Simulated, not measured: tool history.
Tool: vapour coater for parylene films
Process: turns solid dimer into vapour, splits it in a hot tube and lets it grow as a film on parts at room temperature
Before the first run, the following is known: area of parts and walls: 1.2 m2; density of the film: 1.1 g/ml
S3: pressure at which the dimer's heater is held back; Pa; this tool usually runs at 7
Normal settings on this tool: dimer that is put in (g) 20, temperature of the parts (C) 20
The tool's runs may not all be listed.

{"run": 1, "hour": 0.0, "dimer that is put in (g)": 20, "temperature of the parts (C)": 20, "S3": 7, "thickness of the film (µm)": 6.96}
{"run": 2, "hour": 7.8, "dimer that is put in (g)": 20, "temperature of the parts (C)": 20, "S3": 7, "thickness of the film (µm)": 6.99}
{"run": 3, "hour": 19.1, "dimer that is put in (g)": 20, "temperature of the parts (C)": 14, "S3": 7, "thickness of the film (µm)": 8.74}
{"run": 4, "hour": 33.5, "dimer that is put in (g)": 20, "temperature of the parts (C)": 20, "S3": 2.01, "thickness of the film (µm)": 9.35}
{"run": 5, "hour": 41.6, "dimer that is put in (g)": 20, "temperature of the parts (C)": 20, "S3": 8.39, "thickness of the film (µm)": 6.68}
{"run": 6, "hour": 53.4, "dimer that is put in (g)": 20, "temperature of the parts (C)": 27, "S3": 8.39, "thickness of the film (µm)": 5.2}
{"run": 7, "hour": 66.4, "dimer that is put in (g)": 20, "temperature of the parts (C)": 27, "S3": 8.39, "thickness of the film (µm)": 5.17}
{"run": 8, "hour": 75.2, "dimer that is put in (g)": 20, "temperature of the parts (C)": 20, "S3": 7, "thickness of the film (µm)": 6.93}
{"run": 9, "hour": 84.9, "dimer that is put in (g)": 20, "temperature of the parts (C)": 20, "S3": 7, "thickness of the film (µm)": 6.87}
{"run": 10, "hour": 98.5, "dimer that is put in (g)": 20, "temperature of the parts (C)": 20, "S3": 7, "thickness of the film (µm)": 6.97}
{"run": 11, "hour": 107.5, "dimer that is put in (g)": 20, "temperature of the parts (C)": 20, "S3": 7, "thickness of the film (µm)": 6.88}
{"run": 12, "hour": 119.7, "dimer that is put in (g)": 24, "temperature of the parts (C)": 17, "S3": 3.47, "thickness of the film (µm)": 10.72}
{"run": 13, "hour": 128.6, "dimer that is put in (g)": 24, "temperature of the parts (C)": 17, "S3": 3.47, "thickness of the film (µm)": 10.63}
{"run": 14, "hour": 136.9, "dimer that is put in (g)": 24, "temperature of the parts (C)": 17, "S3": 3.47, "thickness of the film (µm)": 10.85}
{"hour": 138.7, "done": "table's thermometer calibrated"}
{"run": 15, "hour": 146.3, "dimer that is put in (g)": 24, "temperature of the parts (C)": 17, "S3": 2.24, "thickness of the film (µm)": 11.96}
{"run": 16, "hour": 153.8, "dimer that is put in (g)": 19, "temperature of the parts (C)": 20, "S3": 5.08, "thickness of the film (µm)": 7.06}
{"run": 17, "hour": 166.3, "dimer that is put in (g)": 19, "temperature of the parts (C)": 20, "S3": 5.08, "thickness of the film (µm)": 6.98}
{"run": 18, "hour": 177.2, "dimer that is put in (g)": 10, "temperature of the parts (C)": 23, "S3": 7, "thickness of the film (µm)": 3.07}
{"run": 19, "hour": 187.4, "dimer that is put in (g)": 20, "temperature of the parts (C)": 17, "S3": 3.69, "thickness of the film (µm)": 8.78}
{"hour": 203.2, "done": "trap's valve overhauled"}
{"run": 20, "hour": 203.2, "dimer that is put in (g)": 20, "temperature of the parts (C)": 17, "S3": 3.69, "thickness of the film (µm)": 9.4}
{"hour": 218.2, "done": "table's thermometer calibrated, once more"}
{"run": 21, "hour": 219.3, "dimer that is put in (g)": 32, "temperature of the parts (C)": 20, "S3": 3.94, "thickness of the film (µm)": 13.32}

5 ways to go on from here, each from the tool as it stands after run 21. What would each give?
{"run": "A", "hour": 232.7, "dimer that is put in (g)": 12, "temperature of the parts (C)": 23, "S3": 7, "thickness of the film (µm)": "?"}
{"run": "B", "hour": 232.7, "dimer that is put in (g)": 32, "temperature of the parts (C)": 14, "S3": 3.94, "thickness of the film (µm)": "?"}
{"run": "C", "hour": 232.7, "dimer that is put in (g)": 14, "temperature of the parts (C)": 14, "S3": 2.12, "thickness of the film (µm)": "?"}
{"run": "D", "hour": 232.7, "dimer that is put in (g)": 26, "temperature of the parts (C)": 20, "S3": 7.58, "thickness of the film (µm)": "?"}
{"run": "E", "hour": 232.7, "dimer that is put in (g)": 31, "temperature of the parts (C)": 12, "S3": 11.16, "thickness of the film (µm)": "?"}

run=A thickness_of_the_film_(µm)=3.9
run=B thickness_of_the_film_(µm)=16.5
run=C thickness_of_the_film_(µm)=8.38
run=D thickness_of_the_film_(µm)=9.17
run=E thickness_of_the_film_(µm)=13.65
Had the tool no hidden state, the same runs would have come out as:
run=A thickness_of_the_film_(µm)=3.91
run=B thickness_of_the_film_(µm)=16.57
run=C thickness_of_the_film_(µm)=8.41
run=D thickness_of_the_film_(µm)=9.21
run=E thickness_of_the_film_(µm)=13.71
